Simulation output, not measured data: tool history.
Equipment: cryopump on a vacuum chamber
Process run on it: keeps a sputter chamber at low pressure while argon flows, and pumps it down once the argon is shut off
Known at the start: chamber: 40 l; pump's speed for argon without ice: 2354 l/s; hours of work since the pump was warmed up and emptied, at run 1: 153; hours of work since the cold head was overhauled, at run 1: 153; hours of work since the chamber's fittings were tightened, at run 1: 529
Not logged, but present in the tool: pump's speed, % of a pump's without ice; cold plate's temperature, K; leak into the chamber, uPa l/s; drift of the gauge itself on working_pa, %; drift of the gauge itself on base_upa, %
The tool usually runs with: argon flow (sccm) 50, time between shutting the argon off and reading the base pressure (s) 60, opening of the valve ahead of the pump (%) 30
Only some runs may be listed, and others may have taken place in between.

run,hour,argon flow (sccm),time between shutting the argon off and reading the base pressure (s),opening of the valve ahead of the pump (%),hours of work since the pump was warmed up and emptied,hours of work since the cold head was overhauled,hours of work since the chamber's fittings were tightened,pressure while argon flows (Pa),pressure after the wait (uPa)
1,0.0,50,60,30,153,153,529,0.1248,1.36
2,55.7,50,60,30,184,184,560,0.1259,1.37
3,121.2,50,60,30,221,221,596,0.1263,1.44
4,157.5,30,60,30,241,241,616,0.0767,1.41
5,208.7,57,60,30,269,269,645,0.1468,1.42
6,264.1,50,60,30,300,300,675,0.1307,1.44
# hour 298.9: pump warmed up, emptied and cooled again
7,302.9,50,60,30,2,319,694,0.1199,1.33
8,354.5,50,60,30,31,348,723,0.1217,1.35
9,401.4,50,60,37,57,374,749,0.0987,1.37
10,448.4,50,60,37,83,400,775,0.0999,1.40
11,483.5,50,265,30,103,419,794,0.1221,0.68
12,520.2,50,265,30,123,440,815,0.1239,0.69
13,590.5,50,265,48,162,479,854,0.0798,0.68
14,650.0,50,265,48,195,512,887,0.0808,0.74
15,720.9,50,265,48,234,551,926,0.0830,0.76
16,753.7,29,77,30,253,569,945,0.0741,1.37

What will run 17 give?
17,809.6,29,77,30,284,600,976,?,?

{"run 17": {"pressure while argon flows (Pa)": 0.0747, "pressure after the wait (uPa)": 1.37}}
With no hidden state in the tool, this same run would have given pressure while argon flows (Pa) 0.0695, pressure after the wait (uPa) 0.93.

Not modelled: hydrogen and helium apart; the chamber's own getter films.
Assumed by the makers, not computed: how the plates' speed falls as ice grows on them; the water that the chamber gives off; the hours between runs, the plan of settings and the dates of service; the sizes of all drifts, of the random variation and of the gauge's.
